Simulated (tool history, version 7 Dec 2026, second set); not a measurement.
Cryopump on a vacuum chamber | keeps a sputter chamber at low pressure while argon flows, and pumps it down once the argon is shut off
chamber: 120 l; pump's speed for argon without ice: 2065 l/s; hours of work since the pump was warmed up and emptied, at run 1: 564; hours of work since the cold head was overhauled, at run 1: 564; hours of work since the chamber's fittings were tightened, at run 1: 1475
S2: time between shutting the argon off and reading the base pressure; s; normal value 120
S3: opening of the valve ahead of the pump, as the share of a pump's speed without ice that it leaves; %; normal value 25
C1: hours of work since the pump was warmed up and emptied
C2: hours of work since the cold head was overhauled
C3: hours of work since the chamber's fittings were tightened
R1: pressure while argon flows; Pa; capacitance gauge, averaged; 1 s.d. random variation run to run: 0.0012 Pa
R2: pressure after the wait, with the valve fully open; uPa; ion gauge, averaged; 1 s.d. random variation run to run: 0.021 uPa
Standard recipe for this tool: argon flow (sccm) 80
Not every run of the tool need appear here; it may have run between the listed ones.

Run 1, day 0.000: usual settings; C1 564; C2 564; C3 1475. Result: R1 0.2661 Pa, R2 0.75 uPa.
Run 2, day 0.904: usual settings; C1 576; C2 576; C3 1487. Result: R1 0.2684 Pa, R2 0.74 uPa.
Run 3, day 1.958: usual settings but S3 47 %; C1 590; C2 590; C3 1501. Result: R1 0.1444 Pa, R2 0.73 uPa.
Run 4, day 2.642: usual settings but argon flow (sccm) 44; C1 600; C2 600; C3 1511. Result: R1 0.1478 Pa, R2 0.73 uPa.
Run 5, day 3.479: usual settings but argon flow (sccm) 44; C1 611; C2 611; C3 1522. Result: R1 0.1465 Pa, R2 0.72 uPa.
Run 6, day 4.383: usual settings but argon flow (sccm) 44; C1 623; C2 623; C3 1534. Result: R1 0.1473 Pa, R2 0.76 uPa.
Run 7, day 5.117: usual settings but argon flow (sccm) 44; C1 633; C2 633; C3 1544. Result: R1 0.1476 Pa, R2 0.78 uPa.
Run 8, day 6.012: usual settings but argon flow (sccm) 44, S3 27 %; C1 646; C2 646; C3 1557. Result: R1 0.1358 Pa, R2 0.81 uPa.
Run 9, day 6.883: usual settings but argon flow (sccm) 130; C1 657; C2 657; C3 1568. Result: R1 0.4378 Pa, R2 0.73 uPa.
Run 10, day 7.712: usual settings but argon flow (sccm) 130; C1 669; C2 669; C3 1580. Result: R1 0.4337 Pa, R2 0.74 uPa.
Run 11, day 8.258: usual settings; C1 676; C2 676; C3 1587. Result: R1 0.2669 Pa, R2 0.80 uPa.
Run 12, day 9.100: usual settings; C1 688; C2 688; C3 1599. Result: R1 0.2670 Pa, R2 0.77 uPa.
Run 13, day 9.688: usual settings but argon flow (sccm) 45, S2 50 s; C1 696; C2 696; C3 1607. Result: R1 0.1502 Pa, R2 1.03 uPa.
Run 14, day 10.729: usual settings but argon flow (sccm) 58, S2 181 s, S3 58 %; C1 710; C2 710; C3 1621. Result: R1 0.0869 Pa, R2 0.75 uPa.
Run 15, day 11.825: usual settings but S2 184 s, S3 44 %; C1 725; C2 725; C3 1636. Result: R1 0.1548 Pa, R2 0.73 uPa.
Run 16, day 12.379: usual settings but S2 184 s, S3 44 %; C1 732; C2 732; C3 1643. Result: R1 0.1565 Pa, R2 0.74 uPa.
Run 17, day 13.338: usual settings but S2 114 s, S3 44 %; C1 745; C2 745; C3 1656. Result: R1 0.1555 Pa, R2 0.81 uPa.
Run 18, day 14.292: usual settings but argon flow (sccm) 59, S2 294 s, S3 20 %; C1 758; C2 758; C3 1669. Result: R1 0.2475 Pa, R2 0.69 uPa.
Run 19, day 14.917: usual settings but argon flow (sccm) 59, S2 294 s, S3 20 %; C1 767; C2 767; C3 1678. Result: R1 0.2456 Pa, R2 0.73 uPa.
Run 20, day 15.925: usual settings but argon flow (sccm) 123, S2 234 s, S3 37 %; C1 781; C2 781; C3 1692. Result: R1 0.2813 Pa, R2 0.72 uPa.
Run 21, day 16.950: usual settings but argon flow (sccm) 48, S2 234 s, S3 37 %; C1 795; C2 795; C3 1706. Result: R1 0.1101 Pa, R2 0.73 uPa.

3 ways to go on from here, each from the tool as it stands after run 21. What would each give?
Run A, day 18.258: usual settings but argon flow (sccm) 142; C1 812; C2 812; C3 1723. Result: R1 ?, R2 ?.
Run B, day 18.258: usual settings but argon flow (sccm) 104, S2 31 s, S3 57 %; C1 812; C2 812; C3 1723. Result: R1 ?, R2 ?.
Run C, day 18.258: usual settings but S2 64 s; C1 812; C2 812; C3 1723. Result: R1 ?, R2 ?.

run      R1    R2
  A  0.4790  0.84
  B  0.1593  1.32
  C  0.2689  0.97
Without the tool's unlogged condition, the same runs would have read:
run      R1    R2
  A  0.4653  0.31
  B  0.1492  0.77
  C  0.2612  0.44

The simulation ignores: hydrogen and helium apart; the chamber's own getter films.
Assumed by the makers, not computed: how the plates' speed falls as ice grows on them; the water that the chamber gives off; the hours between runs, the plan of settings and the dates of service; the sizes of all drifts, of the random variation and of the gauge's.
